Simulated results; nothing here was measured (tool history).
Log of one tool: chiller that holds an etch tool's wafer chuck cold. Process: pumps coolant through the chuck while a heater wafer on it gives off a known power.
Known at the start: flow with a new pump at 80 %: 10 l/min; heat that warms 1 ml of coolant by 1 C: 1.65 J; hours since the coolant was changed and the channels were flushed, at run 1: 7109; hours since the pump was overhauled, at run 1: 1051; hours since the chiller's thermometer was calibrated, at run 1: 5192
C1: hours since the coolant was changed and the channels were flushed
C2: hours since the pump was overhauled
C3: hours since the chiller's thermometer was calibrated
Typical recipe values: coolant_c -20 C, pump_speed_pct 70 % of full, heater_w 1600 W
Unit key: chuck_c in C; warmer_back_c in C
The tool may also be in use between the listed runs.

{"run": 1, "hour": 0.0, "coolant_c": -20, "pump_speed_pct": 70, "heater_w": 1600, "C1": 7109, "C2": 1051, "C3": 5192, "chuck_c": -5.7, "warmer_back_c": 6.71}
{"run": 2, "hour": 66.3, "coolant_c": -20, "pump_speed_pct": 70, "heater_w": 1600, "C1": 7175, "C2": 1117, "C3": 5258, "chuck_c": -5.5, "warmer_back_c": 6.74}
{"run": 3, "hour": 119.8, "coolant_c": -20, "pump_speed_pct": 92, "heater_w": 1600, "C1": 7228, "C2": 1171, "C3": 5312, "chuck_c": -8.3, "warmer_back_c": 5.0}
{"run": 4, "hour": 190.4, "coolant_c": -20, "pump_speed_pct": 92, "heater_w": 1600, "C1": 7299, "C2": 1241, "C3": 5382, "chuck_c": -8.5, "warmer_back_c": 5.02}
{"hour": 218.9, "done": "chiller's thermometer calibrated"}
{"run": 5, "hour": 282.2, "coolant_c": -20, "pump_speed_pct": 92, "heater_w": 1600, "C1": 7390, "C2": 1332, "C3": 63, "chuck_c": -8.5, "warmer_back_c": 5.08}
{"run": 6, "hour": 336.6, "coolant_c": -20, "pump_speed_pct": 70, "heater_w": 1973, "C1": 7444, "C2": 1387, "C3": 118, "chuck_c": -2.1, "warmer_back_c": 8.24}
{"run": 7, "hour": 412.1, "coolant_c": -20, "pump_speed_pct": 70, "heater_w": 1394, "C1": 7520, "C2": 1462, "C3": 193, "chuck_c": -7.5, "warmer_back_c": 5.82}
{"run": 8, "hour": 468.5, "coolant_c": -20, "pump_speed_pct": 70, "heater_w": 1915, "C1": 7576, "C2": 1519, "C3": 250, "chuck_c": -2.7, "warmer_back_c": 8.05}
{"run": 9, "hour": 551.2, "coolant_c": -20, "pump_speed_pct": 70, "heater_w": 1915, "C1": 7659, "C2": 1601, "C3": 332, "chuck_c": -2.8, "warmer_back_c": 7.99}
{"run": 10, "hour": 618.8, "coolant_c": -20, "pump_speed_pct": 70, "heater_w": 1600, "C1": 7726, "C2": 1669, "C3": 400, "chuck_c": -5.6, "warmer_back_c": 6.71}
{"run": 11, "hour": 685.9, "coolant_c": -20, "pump_speed_pct": 70, "heater_w": 1600, "C1": 7793, "C2": 1736, "C3": 467, "chuck_c": -5.6, "warmer_back_c": 6.63}
{"run": 12, "hour": 744.7, "coolant_c": -27, "pump_speed_pct": 70, "heater_w": 1600, "C1": 7852, "C2": 1795, "C3": 526, "chuck_c": -12.4, "warmer_back_c": 6.7}
{"run": 13, "hour": 824.9, "coolant_c": -27, "pump_speed_pct": 70, "heater_w": 1600, "C1": 7932, "C2": 1875, "C3": 606, "chuck_c": -12.6, "warmer_back_c": 6.71}
{"run": 14, "hour": 903.3, "coolant_c": -27, "pump_speed_pct": 70, "heater_w": 1600, "C1": 8011, "C2": 1953, "C3": 684, "chuck_c": -12.6, "warmer_back_c": 6.6}
{"run": 15, "hour": 992.6, "coolant_c": -20, "pump_speed_pct": 70, "heater_w": 1600, "C1": 8100, "C2": 2043, "C3": 774, "chuck_c": -5.6, "warmer_back_c": 6.74}
{"run": 16, "hour": 1032.3, "coolant_c": -20, "pump_speed_pct": 70, "heater_w": 1600, "C1": 8140, "C2": 2082, "C3": 813, "chuck_c": -5.5, "warmer_back_c": 6.69}
{"run": 17, "hour": 1075.2, "coolant_c": -26, "pump_speed_pct": 70, "heater_w": 1010, "C1": 8183, "C2": 2125, "C3": 856, "chuck_c": -16.9, "warmer_back_c": 4.18}
{"run": 18, "hour": 1118.3, "coolant_c": -28, "pump_speed_pct": 72, "heater_w": 1058, "C1": 8226, "C2": 2168, "C3": 899, "chuck_c": -18.7, "warmer_back_c": 4.34}
{"run": 19, "hour": 1194.3, "coolant_c": -20, "pump_speed_pct": 95, "heater_w": 1600, "C1": 8302, "C2": 2244, "C3": 975, "chuck_c": -8.8, "warmer_back_c": 4.87}
{"run": 20, "hour": 1282.7, "coolant_c": -23, "pump_speed_pct": 95, "heater_w": 1600, "C1": 8390, "C2": 2333, "C3": 1064, "chuck_c": -11.5, "warmer_back_c": 4.88}
{"run": 21, "hour": 1365.6, "coolant_c": -19, "pump_speed_pct": 70, "heater_w": 1600, "C1": 8473, "C2": 2416, "C3": 1147, "chuck_c": -4.5, "warmer_back_c": 6.73}
{"run": 22, "hour": 1422.5, "coolant_c": -19, "pump_speed_pct": 70, "heater_w": 1600, "C1": 8530, "C2": 2472, "C3": 1204, "chuck_c": -4.5, "warmer_back_c": 6.64}
{"run": 23, "hour": 1486.7, "coolant_c": -22, "pump_speed_pct": 98, "heater_w": 1600, "C1": 8594, "C2": 2537, "C3": 1268, "chuck_c": -11.1, "warmer_back_c": 4.66}
{"run": 24, "hour": 1529.5, "coolant_c": -19, "pump_speed_pct": 70, "heater_w": 1432, "C1": 8637, "C2": 2580, "C3": 1311, "chuck_c": -6.0, "warmer_back_c": 6.01}
{"run": 25, "hour": 1580.6, "coolant_c": -20, "pump_speed_pct": 88, "heater_w": 875, "C1": 8688, "C2": 2631, "C3": 1362, "chuck_c": -13.6, "warmer_back_c": 2.91}
{"run": 26, "hour": 1647.5, "coolant_c": -20, "pump_speed_pct": 70, "heater_w": 1600, "C1": 8755, "C2": 2697, "C3": 1429, "chuck_c": -5.7, "warmer_back_c": 6.75}
{"run": 27, "hour": 1697.6, "coolant_c": -12, "pump_speed_pct": 82, "heater_w": 1310, "C1": 8805, "C2": 2748, "C3": 1479, "chuck_c": -1.5, "warmer_back_c": 4.64}
{"run": 28, "hour": 1742.9, "coolant_c": -23, "pump_speed_pct": 74, "heater_w": 1286, "C1": 8850, "C2": 2793, "C3": 1524, "chuck_c": -12.0, "warmer_back_c": 5.08}
{"hour": 1795.6, "done": "coolant changed, channels flushed"}
{"run": 29, "hour": 1822.8, "coolant_c": -13, "pump_speed_pct": 96, "heater_w": 872, "C1": 27, "C2": 2867, "C3": 1598, "chuck_c": -7.0, "warmer_back_c": 2.55}
{"run": 30, "hour": 1913.2, "coolant_c": -19, "pump_speed_pct": 100, "heater_w": 872, "C1": 118, "C2": 2957, "C3": 1688, "chuck_c": -13.1, "warmer_back_c": 2.53}
{"run": 31, "hour": 1980.8, "coolant_c": -20, "pump_speed_pct": 97, "heater_w": 1800, "C1": 185, "C2": 3025, "C3": 1756, "chuck_c": -7.5, "warmer_back_c": 5.34}
{"run": 32, "hour": 2038.5, "coolant_c": -20, "pump_speed_pct": 97, "heater_w": 1800, "C1": 243, "C2": 3083, "C3": 1814, "chuck_c": -7.8, "warmer_back_c": 5.34}

Take each entry between the runs: how does the hidden state at the last listed run before it differ from the hidden state at the first listed run after it?
Run 4 -> run 5: chiller's thermometer calibrated (hour 218.9)
  coolant's true temperature over the reading, C: -0.01 -> 0
Run 28 -> run 29: coolant changed, channels flushed (hour 1795.6)
  heat passed by the chuck's channels, % of clean ones': 99.7 -> 100

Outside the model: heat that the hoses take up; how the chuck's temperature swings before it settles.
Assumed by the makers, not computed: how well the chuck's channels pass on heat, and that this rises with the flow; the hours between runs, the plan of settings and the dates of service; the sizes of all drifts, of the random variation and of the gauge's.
